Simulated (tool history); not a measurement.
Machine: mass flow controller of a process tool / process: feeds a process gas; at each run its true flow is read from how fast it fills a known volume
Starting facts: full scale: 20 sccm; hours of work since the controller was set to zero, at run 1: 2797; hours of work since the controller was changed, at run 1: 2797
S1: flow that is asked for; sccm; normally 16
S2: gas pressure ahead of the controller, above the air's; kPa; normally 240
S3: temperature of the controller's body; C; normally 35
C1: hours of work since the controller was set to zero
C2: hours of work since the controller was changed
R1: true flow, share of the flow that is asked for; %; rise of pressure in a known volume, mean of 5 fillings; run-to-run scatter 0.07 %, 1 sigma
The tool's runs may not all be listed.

{"run": 1, "hour": 0.0, "S1": 16, "S2": 240, "S3": 35, "C1": 2797, "C2": 2797, "R1": 99.07}
{"run": 2, "hour": 44.0, "S1": 16, "S2": 240, "S3": 35, "C1": 2829, "C2": 2829, "R1": 98.94}
{"run": 3, "hour": 96.4, "S1": 16, "S2": 240, "S3": 35, "C1": 2867, "C2": 2867, "R1": 98.99}
{"run": 4, "hour": 145.1, "S1": 16, "S2": 240, "S3": 35, "C1": 2903, "C2": 2903, "R1": 99.02}
{"run": 5, "hour": 190.9, "S1": 16, "S2": 256, "S3": 35, "C1": 2936, "C2": 2936, "R1": 98.87}
{"run": 6, "hour": 248.2, "S1": 2, "S2": 256, "S3": 35, "C1": 2978, "C2": 2978, "R1": 92.12}
{"run": 7, "hour": 319.2, "S1": 2, "S2": 256, "S3": 35, "C1": 3030, "C2": 3030, "R1": 91.96}
{"run": 8, "hour": 416.3, "S1": 16, "S2": 240, "S3": 28, "C1": 3101, "C2": 3101, "R1": 99.84}
{"run": 9, "hour": 473.3, "S1": 4, "S2": 168, "S3": 24, "C1": 3142, "C2": 3142, "R1": 96.23}
{"run": 10, "hour": 523.8, "S1": 7, "S2": 168, "S3": 34, "C1": 3179, "C2": 3179, "R1": 96.91}
{"run": 11, "hour": 572.8, "S1": 7, "S2": 168, "S3": 34, "C1": 3215, "C2": 3215, "R1": 96.84}
{"run": 12, "hour": 650.7, "S1": 4, "S2": 168, "S3": 34, "C1": 3271, "C2": 3271, "R1": 95}
{"run": 13, "hour": 715.3, "S1": 4, "S2": 168, "S3": 34, "C1": 3319, "C2": 3319, "R1": 95}
{"run": 14, "hour": 804.0, "S1": 4, "S2": 168, "S3": 34, "C1": 3383, "C2": 3383, "R1": 94.84}
{"run": 15, "hour": 875.0, "S1": 11, "S2": 240, "S3": 23, "C1": 3435, "C2": 3435, "R1": 99.44}
{"run": 16, "hour": 934.7, "S1": 11, "S2": 240, "S3": 23, "C1": 3479, "C2": 3479, "R1": 99.56}

Here are 5 independent what-if runs from the current tool condition. What would each one return?
{"run": "A", "hour": 1011.2, "S1": 11, "S2": 240, "S3": 37, "C1": 3534, "C2": 3534, "R1": "?"}
{"run": "B", "hour": 1011.2, "S1": 11, "S2": 232, "S3": 23, "C1": 3534, "C2": 3534, "R1": "?"}
{"run": "C", "hour": 1011.2, "S1": 16, "S2": 252, "S3": 35, "C1": 3534, "C2": 3534, "R1": "?"}
{"run": "D", "hour": 1011.2, "S1": 18, "S2": 274, "S3": 21, "C1": 3534, "C2": 3534, "R1": "?"}
{"run": "E", "hour": 1011.2, "S1": 8, "S2": 240, "S3": 27, "C1": 3534, "C2": 3534, "R1": "?"}

run=A R1=97.85
run=B R1=99.35
run=C R1=98.97
run=D R1=101.12
run=E R1=98.27
The same runs, with their run-to-run variation unchanged, on a tool lacking any hidden condition would have given:
run=A R1=97.84
run=B R1=99.33
run=C R1=98.53
run=D R1=100.57
run=E R1=98.77
